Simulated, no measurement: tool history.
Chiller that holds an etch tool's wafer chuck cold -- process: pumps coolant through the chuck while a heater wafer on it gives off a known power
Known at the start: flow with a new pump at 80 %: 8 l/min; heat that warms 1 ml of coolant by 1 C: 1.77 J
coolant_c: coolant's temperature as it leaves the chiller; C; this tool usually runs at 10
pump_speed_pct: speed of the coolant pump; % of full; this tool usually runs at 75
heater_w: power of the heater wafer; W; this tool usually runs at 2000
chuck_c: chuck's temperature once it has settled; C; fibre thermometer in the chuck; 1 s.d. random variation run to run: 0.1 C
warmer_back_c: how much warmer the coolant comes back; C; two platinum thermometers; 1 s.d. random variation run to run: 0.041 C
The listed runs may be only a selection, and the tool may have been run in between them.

run	hour	coolant_c	pump_speed_pct	heater_w	chuck_c	warmer_back_c
1	0	10	75	2000	39.4	9.34
2	79.8	10	79	2000	38.1	8.73
3	180	10	79	2000	38.1	8.78
4	250.1	10	79	2000	38.1	8.78
5	333.7	10	79	2000	38.5	8.82
6	458.8	10	75	2000	39.8	9.42
7	519.7	10	75	2000	39.8	9.4
8	605.7	10	75	2000	39.9	9.3
9	704.1	10	75	2000	40.3	9.38
10	788.9	10	75	2000	40.2	9.36
11	916	10	75	2000	40.3	9.38
12	982	6	75	2000	36.4	9.42
13	1086.5	1	75	2000	31.8	9.39
14	1145	10	75	2000	40.6	9.48
15	1212.1	10	75	2000	40.7	9.45
16	1287.6	10	61	2000	47.6	11.81
17	1379.1	10	61	2000	47.7	11.87
18	1478.9	10	61	2000	47.7	11.87
19	1558.2	10	70	1615	36.7	8.19
20	1663.5	1	71	2000	33.7	10.08
21	1732	5	89	2612	39.7	10.28
22	1821.9	5	89	2612	39.8	10.27
23	1941.1	5	89	2612	39.9	10.36
24	2059.9	5	89	2612	40.1	10.48
25	2115.7	5	89	2612	40	10.41
26	2212.9	5	89	2612	40.2	10.36
27	2267.4	5	89	2612	40.2	10.41
28	2328.2	5	89	2612	40.4	10.46
29	2432	7	89	2612	42.7	10.42
30	2519.4	7	89	2612	42.7	10.43
31	2579.4	16	86	1868	42.3	7.74
32	2669	16	86	1868	42.2	7.76
33	2783.3	6	70	2000	40.4	10.45

Results per run with the tool's hidden condition removed, run-to-run variation unchanged:
Hidden state at play: heat passed by the chuck's channels, % of clean ones'; flow at a given pump speed, % of a new pump's; coolant's true temperature over the reading, C; drift of the gauge itself on chuck_c, C; drift of the gauge itself on warmer_back_c, C.
run	chuck_c	warmer_back_c
1	36.2	9.14
2	34.9	8.54
3	34.9	8.57
4	34.8	8.57
5	35.1	8.59
6	36.1	9.16
7	36	9.13
8	36.1	9.02
9	36.4	9.09
10	36.2	9.06
11	36.2	9.05
12	32.2	9.08
13	27.5	9.04
14	36.3	9.12
15	36.3	9.08
16	42.1	11.33
17	42	11.38
18	42	11.36
19	32.7	7.83
20	28.5	9.62
21	34.2	9.81
22	34.2	9.78
23	34.1	9.85
24	34.2	9.94
25	34.1	9.87
26	34.1	9.81
27	34	9.84
28	34.2	9.88
29	36.3	9.84
30	36.2	9.83
31	37.6	7.29
32	37.5	7.3
33	33.9	9.81

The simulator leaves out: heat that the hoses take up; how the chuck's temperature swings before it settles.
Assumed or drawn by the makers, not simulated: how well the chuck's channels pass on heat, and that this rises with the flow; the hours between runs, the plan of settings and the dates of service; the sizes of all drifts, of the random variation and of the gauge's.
